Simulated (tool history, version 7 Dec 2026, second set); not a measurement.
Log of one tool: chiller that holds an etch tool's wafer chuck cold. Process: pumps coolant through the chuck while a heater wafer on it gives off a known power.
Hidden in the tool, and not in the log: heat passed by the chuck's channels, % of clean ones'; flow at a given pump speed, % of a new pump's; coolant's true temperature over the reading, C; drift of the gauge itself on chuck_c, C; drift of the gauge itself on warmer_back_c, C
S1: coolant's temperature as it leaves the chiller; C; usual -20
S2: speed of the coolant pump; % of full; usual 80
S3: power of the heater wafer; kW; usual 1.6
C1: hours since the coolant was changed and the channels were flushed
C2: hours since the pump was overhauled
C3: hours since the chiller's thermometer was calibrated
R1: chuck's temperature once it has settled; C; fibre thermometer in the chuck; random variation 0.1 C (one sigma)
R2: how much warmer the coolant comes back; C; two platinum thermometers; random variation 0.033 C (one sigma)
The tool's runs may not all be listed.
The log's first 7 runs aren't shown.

Run 8, hour 996.6: usual settings but S1 -15 C; C1 9005; C2 2903; C3 1754. Result: R1 -2.3 C, R2 4.89 C.
Run 9, hour 1134.2: usual settings but S1 -15 C; C1 9143; C2 3041; C3 1891. Result: R1 -2.3 C, R2 4.89 C.
Run 10, hour 1248.5: usual settings but S1 -15 C; C1 9257; C2 3155; C3 2006. Result: R1 -2.2 C, R2 4.85 C.
Run 11, hour 1379.6: usual settings but S1 -15 C; C1 9388; C2 3286; C3 2137. Result: R1 -2.2 C, R2 4.91 C.
Run 12, hour 1552.7: usual settings but S1 -26 C; C1 9561; C2 3459; C3 2310. Result: R1 -13.3 C, R2 4.89 C.
Run 13, hour 1681.9: usual settings; C1 9690; C2 3589; C3 2439. Result: R1 -7.2 C, R2 4.95 C.
Run 14, hour 1827.2: usual settings; C1 9836; C2 3734; C3 2584. Result: R1 -7.1 C, R2 4.92 C.
Run 15, hour 1933.9: usual settings but S2 87 % of full; C1 9942; C2 3841; C3 2691. Result: R1 -8 C, R2 4.44 C.
Run 16, hour 2012.9: usual settings but S2 78 % of full; C1 10021; C2 3920; C3 2770. Result: R1 -6.8 C, R2 5.11 C.
At hour 2022: chiller's thermometer calibrated.
Run 17, hour 2108.4: usual settings but S1 -10 C, S2 86 % of full, S3 1.003 kW; C1 10116; C2 4014; C3 86. Result: R1 -2.6 C, R2 2.89 C.
Run 18, hour 2271.5: usual settings but S1 -10 C, S2 86 % of full, S3 1.003 kW; C1 10279; C2 4177; C3 250. Result: R1 -2.6 C, R2 2.86 C.

Run 19 comes next. What will it give?
Run 19, hour 2460.9: usual settings but S1 -10 C, S2 86 % of full, S3 1.003 kW; C1 10468; C2 4367; C3 439. Result: R1 ?, R2 ?.

R1: -2.6 C
R2: 2.89 C
Without the tool's hidden state the same run would have given R1 -3.6 C, R2 2.75 C.
